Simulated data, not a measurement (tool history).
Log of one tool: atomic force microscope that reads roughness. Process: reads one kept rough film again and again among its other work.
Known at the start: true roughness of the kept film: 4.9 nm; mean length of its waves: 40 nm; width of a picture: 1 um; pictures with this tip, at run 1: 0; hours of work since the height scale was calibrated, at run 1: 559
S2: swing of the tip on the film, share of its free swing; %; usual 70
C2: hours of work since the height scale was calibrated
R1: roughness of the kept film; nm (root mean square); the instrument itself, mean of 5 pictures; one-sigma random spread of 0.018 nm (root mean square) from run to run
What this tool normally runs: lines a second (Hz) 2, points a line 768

{"run": 1, "hour": 0.0, "lines a second (Hz)": 2, "S2": 70, "points a line": 768, "pictures with this tip": 0, "C2": 559, "R1": 4.258}
{"run": 2, "hour": 21.3, "lines a second (Hz)": 2, "S2": 70, "points a line": 768, "pictures with this tip": 39, "C2": 571, "R1": 4.17}
{"run": 3, "hour": 42.7, "lines a second (Hz)": 2, "S2": 70, "points a line": 768, "pictures with this tip": 79, "C2": 584, "R1": 4.079}
{"run": 4, "hour": 65.1, "lines a second (Hz)": 2, "S2": 70, "points a line": 768, "pictures with this tip": 121, "C2": 597, "R1": 3.979}
{"run": 5, "hour": 94.2, "lines a second (Hz)": 2, "S2": 70, "points a line": 768, "pictures with this tip": 175, "C2": 613, "R1": 3.86}
{"run": 6, "hour": 117.5, "lines a second (Hz)": 2, "S2": 70, "points a line": 768, "pictures with this tip": 218, "C2": 627, "R1": 3.789}
{"run": 7, "hour": 137.4, "lines a second (Hz)": 2, "S2": 70, "points a line": 768, "pictures with this tip": 256, "C2": 638, "R1": 3.672}
{"hour": 140.2, "done": "height scale calibrated on a step standard"}
{"hour": 142.3, "done": "new tip fitted"}
{"run": 8, "hour": 168.3, "lines a second (Hz)": 2.41, "S2": 75, "points a line": 646, "pictures with this tip": 48, "C2": 16, "R1": 4.041}
{"run": 9, "hour": 199.8, "lines a second (Hz)": 2.41, "S2": 75, "points a line": 415, "pictures with this tip": 107, "C2": 34, "R1": 3.896}
{"run": 10, "hour": 217.2, "lines a second (Hz)": 3.92, "S2": 75, "points a line": 415, "pictures with this tip": 139, "C2": 44, "R1": 3.628}
{"run": 11, "hour": 252.5, "lines a second (Hz)": 3.92, "S2": 75, "points a line": 415, "pictures with this tip": 205, "C2": 65, "R1": 3.493}
{"run": 12, "hour": 274.0, "lines a second (Hz)": 0.91, "S2": 66, "points a line": 279, "pictures with this tip": 245, "C2": 77, "R1": 3.808}
{"hour": 284.2, "done": "new tip fitted"}
{"run": 13, "hour": 290.0, "lines a second (Hz)": 1.66, "S2": 74, "points a line": 461, "pictures with this tip": 11, "C2": 86, "R1": 4.234}

Had the tool no unlogged condition, and each run kept its random variation, what would the results have been?
What the log doesn't record here: radius of the tip, nm; height scale over the true one, %; drift of the gauge itself on roughness_nm, %.
run=1 R1=4.265
run=2 R1=4.275
run=3 R1=4.278
run=4 R1=4.274
run=5 R1=4.267
run=6 R1=4.29
run=7 R1=4.246
run=8 R1=4.163
run=9 R1=4.149
run=10 R1=3.936
run=11 R1=3.937
run=12 R1=4.375
run=13 R1=4.248
